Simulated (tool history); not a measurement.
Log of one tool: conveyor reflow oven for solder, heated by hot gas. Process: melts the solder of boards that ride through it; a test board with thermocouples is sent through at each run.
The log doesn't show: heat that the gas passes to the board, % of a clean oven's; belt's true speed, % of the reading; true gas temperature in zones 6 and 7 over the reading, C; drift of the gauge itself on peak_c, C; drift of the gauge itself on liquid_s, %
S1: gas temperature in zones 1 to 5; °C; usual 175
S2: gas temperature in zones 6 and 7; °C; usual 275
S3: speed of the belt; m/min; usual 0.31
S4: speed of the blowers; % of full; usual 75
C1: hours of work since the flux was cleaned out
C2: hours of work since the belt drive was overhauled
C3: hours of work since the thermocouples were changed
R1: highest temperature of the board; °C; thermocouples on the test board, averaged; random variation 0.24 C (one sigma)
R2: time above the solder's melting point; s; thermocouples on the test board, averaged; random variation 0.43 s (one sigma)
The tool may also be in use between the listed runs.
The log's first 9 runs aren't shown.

run     day   S1   S2     S3  S4   C1   C2   C3     R1     R2
 10   7.138  175  275   0.31  75  204  251   79  266.4  101.8
 11   8.275  175  275   0.31  78  222  269   97  266.7  102.5
 12   8.742  175  275   0.31  75  229  276  104  266.4  102.8
      8.962  -- belt drive overhauled, speed set with a stopwatch
 13   9.983  175  275   0.31  75  246   16  121  266.6  102.8
 14  11.046  175  275   0.31  75  263   33  138  266.6  102.4
 15  12.204  175  275   0.31  75  281   51  156  266.6  102.9
 16  12.767  175  275   0.31  75  290   60  165  266.4  103.3
     13.517  -- belt drive overhauled, speed set with a stopwatch, once more
 17  13.804  175  277   0.31  59  304    5  179  265.4  101.3
 18  14.833  186  275   0.31  61  320   21  195  265.1  107.1
 19  15.975  186  275   0.31  61  338   39  213  265.3  107.1
 20  16.892  186  275   0.31  61  352   53  227  265.5  106.7
 21  17.733  170  278  0.361  84  365   66  240    266   85.5
 22  18.662  170  278  0.361  84  380   81  255  266.3     85
 23  19.292  167  278  0.361  59  390   91  265  259.9   78.2
 24  20.033  167  278  0.361  59  402  103  277  260.5   78.6
 25  21.171  175  275  0.368  60  420  120  295  258.5   78.6
 26  22.125  175  264   0.31  81  435  136  310    257   96.2
 27  22.692  184  264  0.311  81  443  144  318    258  100.9
     22.967  -- flux residue cleaned out of gas plates and filters
 28  23.729  175  275  0.324  75   12  157  331  266.7   97.6
 29  24.796  178  280  0.359  61   29  174  348  265.8   88.2
 30  25.275  178  280  0.359  61   36  182  356  265.7   87.9
 31  26.117  178  280  0.359  61   50  195  369  266.1   88.9
 32  27.088  160  270  0.305  61   65  210  384    259     91

Forecast each of these 3 alternatives for the next run:
  A  27.858  160  270  0.328  79  77  222  396   ?   ?
  B  27.858  172  274  0.305  61  77  222  396   ?   ?
  C  27.858  160  270  0.305  58  77  222  396   ?   ?

run     R1     R2
  A  260.8   87.4
  B  264.6  100.7
  C  258.4   90.8
Without the tool's hidden state the same runs would have given:
run     R1    R2
  A  259.8  86.3
  B  263.6  99.4
  C  257.4  89.5
